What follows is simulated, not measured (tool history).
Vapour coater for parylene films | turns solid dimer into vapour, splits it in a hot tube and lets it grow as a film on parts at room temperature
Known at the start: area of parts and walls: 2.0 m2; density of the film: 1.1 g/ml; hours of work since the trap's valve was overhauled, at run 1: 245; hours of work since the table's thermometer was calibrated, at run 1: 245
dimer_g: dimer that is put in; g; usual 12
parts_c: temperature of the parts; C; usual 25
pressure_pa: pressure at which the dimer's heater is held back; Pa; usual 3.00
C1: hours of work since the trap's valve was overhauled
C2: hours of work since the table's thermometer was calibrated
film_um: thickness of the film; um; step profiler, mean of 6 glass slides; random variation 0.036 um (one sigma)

{"run": 1, "hour": 0.0, "dimer_g": 12, "parts_c": 25, "pressure_pa": 3.0, "C1": 245, "C2": 245, "film_um": 3.54}
{"run": 2, "hour": 29.9, "dimer_g": 12, "parts_c": 25, "pressure_pa": 3.0, "C1": 269, "C2": 269, "film_um": 3.56}
{"run": 3, "hour": 67.8, "dimer_g": 12, "parts_c": 22, "pressure_pa": 3.0, "C1": 300, "C2": 300, "film_um": 3.94}
{"run": 4, "hour": 104.7, "dimer_g": 12, "parts_c": 22, "pressure_pa": 3.0, "C1": 331, "C2": 331, "film_um": 3.82}
{"run": 5, "hour": 145.0, "dimer_g": 12, "parts_c": 22, "pressure_pa": 3.0, "C1": 364, "C2": 364, "film_um": 3.85}
{"run": 6, "hour": 177.5, "dimer_g": 12, "parts_c": 22, "pressure_pa": 3.0, "C1": 391, "C2": 391, "film_um": 3.83}
{"hour": 204.9, "done": "trap's valve overhauled"}
{"run": 7, "hour": 223.3, "dimer_g": 13, "parts_c": 22, "pressure_pa": 3.0, "C1": 15, "C2": 426, "film_um": 4.5}
{"run": 8, "hour": 275.1, "dimer_g": 13, "parts_c": 22, "pressure_pa": 3.0, "C1": 58, "C2": 468, "film_um": 4.46}
{"run": 9, "hour": 335.4, "dimer_g": 12, "parts_c": 25, "pressure_pa": 5.25, "C1": 108, "C2": 518, "film_um": 3.28}
{"run": 10, "hour": 370.4, "dimer_g": 12, "parts_c": 18, "pressure_pa": 3.0, "C1": 137, "C2": 547, "film_um": 4.7}
{"run": 11, "hour": 433.0, "dimer_g": 12, "parts_c": 25, "pressure_pa": 6.13, "C1": 188, "C2": 599, "film_um": 3.17}
{"run": 12, "hour": 460.4, "dimer_g": 12, "parts_c": 25, "pressure_pa": 3.0, "C1": 211, "C2": 621, "film_um": 3.58}
{"run": 13, "hour": 524.2, "dimer_g": 12, "parts_c": 25, "pressure_pa": 3.0, "C1": 264, "C2": 674, "film_um": 3.49}
{"run": 14, "hour": 577.0, "dimer_g": 12, "parts_c": 25, "pressure_pa": 3.0, "C1": 307, "C2": 718, "film_um": 3.45}
{"run": 15, "hour": 612.0, "dimer_g": 12, "parts_c": 25, "pressure_pa": 3.0, "C1": 336, "C2": 747, "film_um": 3.51}
{"run": 16, "hour": 667.5, "dimer_g": 12, "parts_c": 25, "pressure_pa": 3.0, "C1": 382, "C2": 792, "film_um": 3.45}
{"hour": 674.0, "done": "table's thermometer calibrated"}
{"hour": 703.1, "done": "trap's valve overhauled"}
{"run": 17, "hour": 703.3, "dimer_g": 12, "parts_c": 25, "pressure_pa": 3.0, "C1": 0, "C2": 21, "film_um": 3.83}
{"run": 18, "hour": 763.0, "dimer_g": 12, "parts_c": 25, "pressure_pa": 3.0, "C1": 49, "C2": 70, "film_um": 3.79}
{"run": 19, "hour": 809.1, "dimer_g": 12, "parts_c": 25, "pressure_pa": 3.0, "C1": 88, "C2": 108, "film_um": 3.8}
{"run": 20, "hour": 847.8, "dimer_g": 8, "parts_c": 25, "pressure_pa": 3.0, "C1": 119, "C2": 140, "film_um": 2.47}
{"hour": 864.3, "done": "table's thermometer calibrated, once more"}
{"run": 21, "hour": 886.2, "dimer_g": 8, "parts_c": 18, "pressure_pa": 3.0, "C1": 150, "C2": 18, "film_um": 3.12}
{"run": 22, "hour": 943.5, "dimer_g": 8, "parts_c": 18, "pressure_pa": 3.0, "C1": 198, "C2": 65, "film_um": 3.08}
{"run": 23, "hour": 1011.0, "dimer_g": 8, "parts_c": 25, "pressure_pa": 6.33, "C1": 253, "C2": 121, "film_um": 1.99}
{"run": 24, "hour": 1052.8, "dimer_g": 6, "parts_c": 29, "pressure_pa": 9.9, "C1": 288, "C2": 156, "film_um": 1.13}
{"run": 25, "hour": 1096.2, "dimer_g": 12, "parts_c": 25, "pressure_pa": 5.59, "C1": 324, "C2": 192, "film_um": 3.03}
{"run": 26, "hour": 1129.5, "dimer_g": 12, "parts_c": 19, "pressure_pa": 3.0, "C1": 351, "C2": 219, "film_um": 4.27}
{"run": 27, "hour": 1169.4, "dimer_g": 9, "parts_c": 17, "pressure_pa": 2.88, "C1": 384, "C2": 252, "film_um": 3.45}
{"hour": 1203.7, "done": "trap's valve overhauled"}
{"run": 28, "hour": 1230.4, "dimer_g": 9, "parts_c": 17, "pressure_pa": 2.88, "C1": 22, "C2": 299, "film_um": 3.82}
{"run": 29, "hour": 1264.6, "dimer_g": 10, "parts_c": 17, "pressure_pa": 6.35, "C1": 50, "C2": 327, "film_um": 3.63}
{"run": 30, "hour": 1307.5, "dimer_g": 6, "parts_c": 20, "pressure_pa": 5.1, "C1": 86, "C2": 363, "film_um": 2.03}
{"run": 31, "hour": 1374.4, "dimer_g": 6, "parts_c": 20, "pressure_pa": 5.1, "C1": 141, "C2": 418, "film_um": 1.93}
{"run": 32, "hour": 1432.8, "dimer_g": 6, "parts_c": 24, "pressure_pa": 5.1, "C1": 189, "C2": 466, "film_um": 1.72}
{"run": 33, "hour": 1479.4, "dimer_g": 6, "parts_c": 21, "pressure_pa": 5.09, "C1": 228, "C2": 505, "film_um": 1.89}
{"run": 34, "hour": 1532.9, "dimer_g": 15, "parts_c": 21, "pressure_pa": 2.82, "C1": 272, "C2": 549, "film_um": 5.12}
{"run": 35, "hour": 1562.1, "dimer_g": 15, "parts_c": 21, "pressure_pa": 2.82, "C1": 296, "C2": 573, "film_um": 5.04}
{"run": 36, "hour": 1594.1, "dimer_g": 12, "parts_c": 25, "pressure_pa": 3.0, "C1": 322, "C2": 599, "film_um": 3.46}
{"run": 37, "hour": 1639.2, "dimer_g": 6, "parts_c": 25, "pressure_pa": 3.0, "C1": 360, "C2": 637, "film_um": 1.74}
{"run": 38, "hour": 1670.8, "dimer_g": 7, "parts_c": 35, "pressure_pa": 6.98, "C1": 386, "C2": 663, "film_um": 1.16}
{"hour": 1702.3, "done": "trap's valve overhauled"}
{"run": 39, "hour": 1713.0, "dimer_g": 17, "parts_c": 35, "pressure_pa": 6.98, "C1": 9, "C2": 694, "film_um": 3.14}
{"run": 40, "hour": 1770.3, "dimer_g": 18, "parts_c": 24, "pressure_pa": 6.98, "C1": 56, "C2": 742, "film_um": 5.0}
{"run": 41, "hour": 1809.7, "dimer_g": 18, "parts_c": 24, "pressure_pa": 6.98, "C1": 89, "C2": 774, "film_um": 4.96}
{"run": 42, "hour": 1875.5, "dimer_g": 18, "parts_c": 29, "pressure_pa": 6.98, "C1": 143, "C2": 829, "film_um": 4.06}
{"run": 43, "hour": 1919.5, "dimer_g": 18, "parts_c": 29, "pressure_pa": 6.98, "C1": 179, "C2": 865, "film_um": 4.0}

Hidden state or all else? Some run-to-run changes of film_um, split into what the settings, what came in and random variation would give without the hidden state, and what is left for the hidden state (with any gauge scatter that isn't in both results):
The hidden state here: vapour lost through the trap's worn valve, %; true temperature of the parts over the reading, C; drift of the gauge itself on film_um, %.
Run 6 -> 7: dimer_g 12 -> 13, trap's valve overhauled. film_um +0.67 um: hidden state +0.40, all else +0.27.
Run 16 -> 17: table's thermometer calibrated, trap's valve overhauled. film_um +0.38 um: hidden state +0.44, all else -0.06.
Run 24 -> 25: dimer_g 6 -> 12, parts_c 29 -> 25, pressure_pa 9.90 -> 5.59. film_um +1.90 um: hidden state -0.18, all else +2.08.
Run 27 -> 28: trap's valve overhauled. film_um +0.37 um: hidden state +0.37, all else +0.00.
Run 33 -> 34: dimer_g 6 -> 15, pressure_pa 5.09 -> 2.82. film_um +3.23 um: hidden state -0.24, all else +3.47.
Run 38 -> 39: dimer_g 7 -> 17, trap's valve overhauled. film_um +1.98 um: hidden state +0.17, all else +1.81.

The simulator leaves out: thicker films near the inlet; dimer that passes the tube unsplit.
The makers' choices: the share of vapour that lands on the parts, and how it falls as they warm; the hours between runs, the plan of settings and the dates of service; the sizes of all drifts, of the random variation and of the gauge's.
